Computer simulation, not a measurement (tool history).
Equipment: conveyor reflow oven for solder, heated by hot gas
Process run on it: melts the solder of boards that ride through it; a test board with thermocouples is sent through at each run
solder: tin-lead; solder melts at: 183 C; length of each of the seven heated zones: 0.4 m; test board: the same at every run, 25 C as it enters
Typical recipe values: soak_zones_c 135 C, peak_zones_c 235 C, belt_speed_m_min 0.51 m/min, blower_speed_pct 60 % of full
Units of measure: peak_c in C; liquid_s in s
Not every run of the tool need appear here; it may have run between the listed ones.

run	day	soak_zones_c	peak_zones_c	belt_speed_m_min	blower_speed_pct	peak_c	liquid_s
1	0	135	235	0.51	60	213.9	63.9
2	0.329	135	235	0.51	60	213.2	63.7
3	0.567	135	235	0.51	60	213.7	64.2
4	0.788	135	235	0.51	60	213.3	64.5
5	1.133	135	235	0.51	60	213	64.8
6	1.508	135	235	0.51	60	213.1	64
7	1.833	135	235	0.51	60	213.5	64.4
8	2.033	135	235	0.51	60	213.6	64.1
9	2.304	135	235	0.51	60	213.7	64.3
10	2.583	135	235	0.51	60	213.3	64.9
11	2.788	135	235	0.51	60	213	64
12	2.979	135	235	0.51	60	212.9	64.6
13	3.296	133	235	0.51	60	212.8	63.1
14	3.471	135	235	0.51	60	213.2	63.9
15	3.65	135	235	0.51	60	213.3	64.3
16	3.838	135	235	0.51	60	212.6	64.6
17	4.204	135	235	0.51	60	213.4	63.8
18	4.467	135	235	0.536	60	210.7	57.9
19	4.779	140	249	0.536	60	223.6	72.8
# day 5.183: flux residue cleaned out of gas plates and filters
20	5.338	135	235	0.571	55	207.7	50.1
21	5.704	135	235	0.571	55	208	50.4
22	5.925	146	235	0.532	55	213.5	65.5
23	6.138	146	235	0.532	55	213.5	66.5
24	6.475	122	233	0.523	75	212.7	59
25	6.796	122	233	0.523	75	213.6	57.6
26	7.008	122	233	0.523	75	213	59
27	7.304	144	233	0.462	75	220.9	85.6
28	7.579	123	232	0.417	54	213.9	76.4
29	7.825	148	232	0.417	62	219.6	96.8
30	8.1	128	228	0.424	62	213	76.4
31	8.333	128	248	0.55	67	222.3	65.1

Forecast each of these 3 alternatives for the next run:
A	8.588	145	248	0.482	67	?	?
B	8.588	135	233	0.51	87	?	?
C	8.588	135	237	0.51	62	?	?

run	peak_c	liquid_s
A	231	89.6
B	218.2	71.8
C	216.2	68
The same runs, with their run-to-run variation unchanged, on a tool lacking any hidden condition would have given:
run	peak_c	liquid_s
A	231.7	89.6
B	219.1	72.2
C	216.9	68.5
